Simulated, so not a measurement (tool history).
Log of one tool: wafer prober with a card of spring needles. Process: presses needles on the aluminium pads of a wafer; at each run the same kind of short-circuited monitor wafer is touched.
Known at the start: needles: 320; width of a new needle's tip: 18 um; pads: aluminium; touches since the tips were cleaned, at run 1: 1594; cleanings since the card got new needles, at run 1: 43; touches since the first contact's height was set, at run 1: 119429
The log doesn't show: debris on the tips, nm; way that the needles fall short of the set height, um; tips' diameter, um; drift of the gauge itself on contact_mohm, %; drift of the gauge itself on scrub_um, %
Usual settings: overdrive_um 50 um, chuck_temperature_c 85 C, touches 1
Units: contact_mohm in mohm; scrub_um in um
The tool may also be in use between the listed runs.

run,hour,overdrive_um,chuck_temperature_c,touches,touches since the tips were cleaned,cleanings since the card got new needles,touches since the first contact's height was set,contact_mohm,scrub_um
1,0.0,50,85,1,1594,43,119429,342,10.83
# hour 2.2: tips cleaned on abrasive film
# hour 6.6: tips cleaned on abrasive film
2,10.6,50,85,1,2210,45,125192,377,10.91
# hour 11.8: tips cleaned on abrasive film
# hour 16.1: tips cleaned on abrasive film
# hour 20.5: tips cleaned on abrasive film
# hour 25.9: tips cleaned on abrasive film
# hour 31.4: tips cleaned on abrasive film
3,35.2,50,85,1,2118,50,138530,372,10.67
# hour 36.4: tips cleaned on abrasive film
# hour 40.7: tips cleaned on abrasive film
# hour 46.1: tips cleaned on abrasive film
4,47.9,50,60,1,952,53,145382,329,10.26
# hour 51.2: tips cleaned on abrasive film
# hour 56.6: tips cleaned on abrasive film
5,57.9,50,85,2,738,55,150857,285,10.59
# hour 61.3: tips cleaned on abrasive film
# hour 66.6: tips cleaned on abrasive film
# hour 71.0: tips cleaned on abrasive film
# hour 75.6: height of the first contact set anew
# hour 76.7: tips cleaned on abrasive film
6,80.2,50,115,1,1900,59,2493,337,11.84
# hour 81.3: tips cleaned on abrasive film
# hour 86.7: tips cleaned on abrasive film
# hour 91.1: tips cleaned on abrasive film
# hour 96.5: tips cleaned on abrasive film
7,99.4,50,115,1,1636,63,12926,338,11.25
# hour 101.7: tips cleaned on abrasive film
# hour 107.1: tips cleaned on abrasive film
# hour 112.3: tips cleaned on abrasive film
8,112.3,50,115,1,0,66,19922,256,11.58
# hour 117.8: tips cleaned on abrasive film
# hour 122.2: tips cleaned on abrasive film
# hour 127.6: tips cleaned on abrasive film
# hour 132.5: tips cleaned on abrasive film
9,132.5,56,82,1,0,70,30870,253,12.92
# hour 138.0: tips cleaned on abrasive film
# hour 142.3: tips cleaned on abrasive film
# hour 147.8: tips cleaned on abrasive film
10,149.6,56,82,1,1025,73,40173,290,12.99
# hour 152.9: tips cleaned on abrasive film
# hour 157.3: tips cleaned on abrasive film
# hour 162.7: tips cleaned on abrasive film
# hour 167.1: tips cleaned on abrasive film
11,168.8,62,85,1,938,77,50585,283,13.98
# hour 172.0: tips cleaned on abrasive film
# hour 176.4: tips cleaned on abrasive film
# hour 181.8: tips cleaned on abrasive film
12,184.2,62,85,1,1373,80,58968,296,14.10
# hour 186.5: tips cleaned on abrasive film
# hour 191.8: tips cleaned on abrasive film
13,195.8,40,100,1,2194,82,65260,448,8.95
# hour 197.0: tips cleaned on abrasive film
# hour 201.4: tips cleaned on abrasive film
# hour 205.7: tips cleaned on abrasive film
# hour 210.1: tips cleaned on abrasive film
14,211.2,36,95,3,577,86,73535,303,7.94
# hour 215.5: tips cleaned on abrasive film
# hour 219.9: tips cleaned on abrasive film
# hour 225.3: tips cleaned on abrasive film
15,228.5,50,30,1,1720,89,82953,370,11.12
# hour 230.7: tips cleaned on abrasive film
# hour 236.1: tips cleaned on abrasive film
# hour 241.6: tips cleaned on abrasive film
# hour 246.7: tips cleaned on abrasive film
16,246.7,50,30,1,0,93,92818,248,10.91

4 ways to go on from here, each from the tool as it stands after run 16. What would each give?
# hour 252.1: tips cleaned on abrasive film
# hour 257.6: tips cleaned on abrasive film
# hour 263.0: tips cleaned on abrasive film
A,266.9,47,33,2,2180,96,103862,?,?
# hour 252.1: tips cleaned on abrasive film
# hour 257.6: tips cleaned on abrasive film
# hour 263.0: tips cleaned on abrasive film
B,266.9,43,79,1,2180,96,103862,?,?
# hour 252.1: tips cleaned on abrasive film
# hour 257.6: tips cleaned on abrasive film
# hour 263.0: tips cleaned on abrasive film
C,266.9,63,32,1,2180,96,103862,?,?
# hour 252.1: tips cleaned on abrasive film
# hour 257.6: tips cleaned on abrasive film
# hour 263.0: tips cleaned on abrasive film
D,266.9,50,43,1,2180,96,103862,?,?

run,contact_mohm,scrub_um
A,344,10.00
B,453,9.34
C,327,14.09
D,394,11.07
Without the tool's hidden state the same runs would have given:
run,contact_mohm,scrub_um
A,230,11.01
B,245,10.35
C,223,15.10
D,232,12.08

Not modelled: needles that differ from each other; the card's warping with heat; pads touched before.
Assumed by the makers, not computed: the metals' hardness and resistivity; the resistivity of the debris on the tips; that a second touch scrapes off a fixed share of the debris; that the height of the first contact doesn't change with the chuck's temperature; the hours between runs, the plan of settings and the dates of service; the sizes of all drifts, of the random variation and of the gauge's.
